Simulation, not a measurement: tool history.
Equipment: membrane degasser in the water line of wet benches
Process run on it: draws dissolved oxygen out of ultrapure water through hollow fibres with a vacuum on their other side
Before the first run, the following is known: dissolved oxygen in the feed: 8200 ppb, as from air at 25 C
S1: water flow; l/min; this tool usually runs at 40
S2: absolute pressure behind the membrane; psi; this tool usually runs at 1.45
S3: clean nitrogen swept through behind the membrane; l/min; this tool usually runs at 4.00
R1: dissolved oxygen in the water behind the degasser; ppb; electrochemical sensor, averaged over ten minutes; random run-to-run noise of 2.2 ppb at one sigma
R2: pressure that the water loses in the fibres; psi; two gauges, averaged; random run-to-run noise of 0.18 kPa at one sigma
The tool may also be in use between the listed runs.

run	hour	S1	S2	S3	R1	R2
1	0.0	40	1.45	4.00	225.8	4.695
2	46.9	40	1.45	4.00	227.5	4.680
3	97.7	40	1.45	4.00	226.7	4.720
4	161.5	44	1.45	4.00	261.3	5.149
5	220.5	40	1.45	4.00	223.7	4.740
6	286.6	31	1.45	4.00	161.5	3.642
7	371.9	40	1.45	4.00	224.7	4.682
8	425.5	40	1.45	4.00	227.2	4.743
9	520.1	40	1.45	4.00	230.7	4.704
10	563.7	40	1.45	4.00	227.3	4.763
11	627.6	40	1.45	4.00	224.0	4.675
12	725.5	40	1.45	4.00	228.5	4.698
13	810.0	40	1.45	4.00	226.5	4.712
14	911.4	40	1.45	4.00	229.6	4.670
15	965.4	40	1.45	4.00	229.1	4.749
16	1057.7	44	1.45	4.00	257.4	5.204
17	1142.8	44	1.45	4.00	262.1	5.181
18	1226.1	40	1.45	7.13	160.0	4.701
19	1320.2	31	3.55	2.26	665.3	3.681
20	1370.6	31	3.55	2.26	666.9	3.677
21	1431.7	40	1.45	2.14	344.3	4.698
22	1491.1	58	0.99	2.59	327.0	6.860
23	1571.7	58	0.99	2.59	325.9	6.846
24	1643.1	58	1.71	9.25	276.2	6.872
25	1689.9	49	1.45	6.56	226.5	5.771
26	1784.3	25	1.45	9.09	67.3	2.904
27	1849.6	63	1.45	4.00	407.9	7.398
28	1922.3	40	3.41	1.69	1000.8	4.705
29	1965.5	40	3.41	1.69	1010.1	4.751
30	2058.1	40	2.83	2.15	690.5	4.740
31	2162.3	51	1.45	4.00	313.9	6.013
32	2205.0	51	0.90	1.68	306.0	6.070

Between the runs listed above, the log contained 3 entries, not reproduced here. Where in the sequence does each belong, and how does what the log doesn't record of the tool's condition differ from the listed run before to the listed run after?
Run 11 -> run 12: vacuum gauge calibrated (hour 681.3)
  true pressure behind the membrane over the reading, kPa: 0.09 -> 0.13; air that leaks in behind the membrane, l/min: 0.0151 -> 0.0155
  measured result minus the result with no hidden state, R1: +8.3 -> +9.5 ppb; R2: +0.080 -> +0.083 psi
Run 18 -> run 19: vacuum gauge calibrated, once more (hour 1260.7)
  true pressure behind the membrane over the reading, kPa: 0.13 -> 0.01; air that leaks in behind the membrane, l/min: 0.0175 -> 0.0178
  measured result minus the result with no hidden state, R1: +8.9 -> +10.5 ppb; R2: +0.094 -> +0.075 psi
Run 30 -> run 31: seals of the vacuum lines changed (hour 2161.9)
  membrane still open, %: 97.6 -> 97.5; air that leaks in behind the membrane, l/min: 0.0207 -> 0.0031
  measured result minus the result with no hidden state, R1: +12.6 -> +12.4 ppb; R2: +0.113 -> +0.148 psi
